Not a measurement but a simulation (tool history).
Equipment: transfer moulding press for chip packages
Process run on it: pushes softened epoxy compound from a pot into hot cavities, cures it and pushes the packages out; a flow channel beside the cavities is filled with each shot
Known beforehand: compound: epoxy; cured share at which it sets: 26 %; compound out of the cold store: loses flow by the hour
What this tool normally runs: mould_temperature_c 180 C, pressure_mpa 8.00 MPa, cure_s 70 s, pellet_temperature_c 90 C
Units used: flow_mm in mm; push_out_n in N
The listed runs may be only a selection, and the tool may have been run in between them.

| run | hour | mould_temperature_c | pressure_mpa | cure_s | pellet_temperature_c | incoming compound's hours out of the cold store | flow_mm | push_out_n |
|---|---|---|---|---|---|---|---|---|
| 1 | 0.0 | 180 | 8.00 | 70 | 90 | 42.1 | 625 | 487 |
| 2 | 64.4 | 180 | 8.00 | 70 | 90 | 36.4 | 639 | 502 |
| 3 | 108.0 | 180 | 8.00 | 70 | 90 | 9.2 | 716 | 543 |
| 4 | 169.1 | 180 | 8.00 | 70 | 90 | 21.5 | 676 | 508 |
| 5 | 218.9 | 180 | 8.00 | 70 | 90 | 11.9 | 706 | 514 |
| 6 | 262.0 | 180 | 8.00 | 70 | 88 | 13.3 | 705 | 529 |
| 7 | 318.9 | 180 | 8.00 | 70 | 90 | 47.0 | 612 | 489 |
| 8 | 357.2 | 176 | 8.00 | 70 | 90 | 15.6 | 704 | 683 |
| 9 | 399.8 | 175 | 8.00 | 70 | 90 | 14.6 | 709 | 730 |
| 10 | 467.3 | 175 | 8.00 | 70 | 90 | 25.4 | 679 | 699 |
| 11 | 531.9 | 184 | 8.00 | 70 | 90 | 42.6 | 622 | 402 |
| 12 | 593.5 | 184 | 8.00 | 70 | 90 | 29.9 | 653 | 401 |
| 13 | 634.5 | 180 | 8.00 | 70 | 90 | 9.0 | 715 | 531 |
| 14 | 684.5 | 180 | 8.00 | 70 | 90 | 20.5 | 678 | 518 |
| 15 | 746.3 | 180 | 8.00 | 70 | 90 | 33.3 | 648 | 503 |
| 16 | 790.8 | 186 | 6.69 | 106 | 85 | 44.7 | 562 | 289 |
| 17 | 828.6 | 186 | 6.69 | 106 | 85 | 19.5 | 615 | 309 |
| 18 | 884.7 | 185 | 6.66 | 96 | 85 | 9.4 | 647 | 299 |
| 19 | 934.2 | 186 | 7.34 | 67 | 80 | 21.0 | 643 | 426 |
| 20 | 995.5 | 180 | 8.00 | 70 | 93 | 27.0 | 664 | 506 |
| 21 | 1055.4 | 180 | 8.00 | 70 | 93 | 36.9 | 636 | 459 |
| 22 | 1098.4 | 178 | 8.00 | 82 | 90 | 16.7 | 696 | 406 |
| 23 | 1136.3 | 178 | 6.16 | 91 | 90 | 34.0 | 569 | 346 |
| 24 | 1178.2 | 180 | 8.00 | 70 | 94 | 28.4 | 659 | 480 |
| 25 | 1215.9 | 180 | 8.97 | 70 | 99 | 41.8 | 662 | 478 |
| 26 | 1272.3 | 180 | 8.97 | 70 | 99 | 31.9 | 691 | 478 |

Taken out of this log: 24 entries between the listed runs. Where each belongs, and how the hidden state differs across it:
In the gap between runs 1 and 2: cavities cleaned with cleaning compound and waxed (hour 62.9)
  pressure that reaches the compound, % of what is set: 99.89 -> 99.84
In the gap between runs 2 and 3: plunger's sealing rings changed (hour 95.0)
  pressure that reaches the compound, % of what is set: 99.84 -> 99.98; grip of the stained cavities, % over clean ones': 0.1 -> 1
In the gap between runs 3 and 4: cavities cleaned with cleaning compound and waxed (hour 131.5)
  pressure that reaches the compound, % of what is set: 99.98 -> 99.95; grip of the stained cavities, % over clean ones': 1 -> 0.9
In the gap between runs 4 and 5: cavities cleaned with cleaning compound and waxed (hour 201.4)
  pressure that reaches the compound, % of what is set: 99.95 -> 99.91; grip of the stained cavities, % over clean ones': 0.9 -> 0.5
In the gap between runs 6 and 7: cavities cleaned with cleaning compound and waxed (hour 269.8)
  true mould temperature over the reading, C: 0 -> -0.01; pressure that reaches the compound, % of what is set: 99.89 -> 99.85; grip of the stained cavities, % over clean ones': 1.2 -> 1
In the gap between runs 7 and 8: cavities cleaned with cleaning compound and waxed (hour 337.7)
  pressure that reaches the compound, % of what is set: 99.85 -> 99.83; grip of the stained cavities, % over clean ones': 1 -> 0.5
In the gap between runs 8 and 9: plunger's sealing rings changed (hour 369.7)
  pressure that reaches the compound, % of what is set: 99.83 -> 99.98; grip of the stained cavities, % over clean ones': 0.5 -> 1.2
In the gap between runs 9 and 10: cavities cleaned with cleaning compound and waxed (hour 406.2)
  pressure that reaches the compound, % of what is set: 99.98 -> 99.94
In the gap between runs 10 and 11: cavities cleaned with cleaning compound and waxed (hour 474.6)
  pressure that reaches the compound, % of what is set: 99.94 -> 99.89; grip of the stained cavities, % over clean ones': 1.2 -> 1.1
In the gap between runs 11 and 12: cavities cleaned with cleaning compound and waxed (hour 541.9)
  pressure that reaches the compound, % of what is set: 99.89 -> 99.86
In the gap between runs 12 and 13: cavities cleaned with cleaning compound and waxed (hour 608.1)
  pressure that reaches the compound, % of what is set: 99.86 -> 99.83; grip of the stained cavities, % over clean ones': 1.1 -> 0.7
In the gap between runs 13 and 14: plunger's sealing rings changed (hour 643.5); cavities cleaned with cleaning compound and waxed (hour 679.0)
  pressure that reaches the compound, % of what is set: 99.83 -> 99.97; grip of the stained cavities, % over clean ones': 0.7 -> 0.2
In the gap between runs 14 and 15: cavities cleaned with cleaning compound and waxed (hour 743.2)
  pressure that reaches the compound, % of what is set: 99.97 -> 99.93; grip of the stained cavities, % over clean ones': 0.2 -> 0.1
In the gap between runs 16 and 17: cavities cleaned with cleaning compound and waxed (hour 807.2)
  pressure that reaches the compound, % of what is set: 99.9 -> 99.88; grip of the stained cavities, % over clean ones': 1 -> 0.6
In the gap between runs 17 and 18: cavities cleaned with cleaning compound and waxed (hour 873.5)
  pressure that reaches the compound, % of what is set: 99.88 -> 99.85; grip of the stained cavities, % over clean ones': 0.6 -> 0.4
In the gap between runs 18 and 19: plunger's sealing rings changed (hour 916.4)
  pressure that reaches the compound, % of what is set: 99.85 -> 99.99; grip of the stained cavities, % over clean ones': 0.4 -> 1.2
In the gap between runs 19 and 20: cavities cleaned with cleaning compound and waxed (hour 946.2)
  pressure that reaches the compound, % of what is set: 99.99 -> 99.95; grip of the stained cavities, % over clean ones': 1.2 -> 1.1
In the gap between runs 20 and 21: cavities cleaned with cleaning compound and waxed (hour 1013.6); mould's thermocouples calibrated (hour 1052.9)
  true mould temperature over the reading, C: -0.01 -> 0; pressure that reaches the compound, % of what is set: 99.95 -> 99.91; grip of the stained cavities, % over clean ones': 1.1 -> 0.9
In the gap between runs 21 and 22: cavities cleaned with cleaning compound and waxed (hour 1083.3)
  pressure that reaches the compound, % of what is set: 99.91 -> 99.88; grip of the stained cavities, % over clean ones': 0.9 -> 0.5
In the gap between runs 23 and 24: cavities cleaned with cleaning compound and waxed (hour 1147.4)
  pressure that reaches the compound, % of what is set: 99.86 -> 99.83; grip of the stained cavities, % over clean ones': 1.1 -> 0.8
In the gap between runs 24 and 25: plunger's sealing rings changed (hour 1192.3); cavities cleaned with cleaning compound and waxed (hour 1214.3)
  pressure that reaches the compound, % of what is set: 99.83 -> 99.98; grip of the stained cavities, % over clean ones': 0.8 -> 0.1
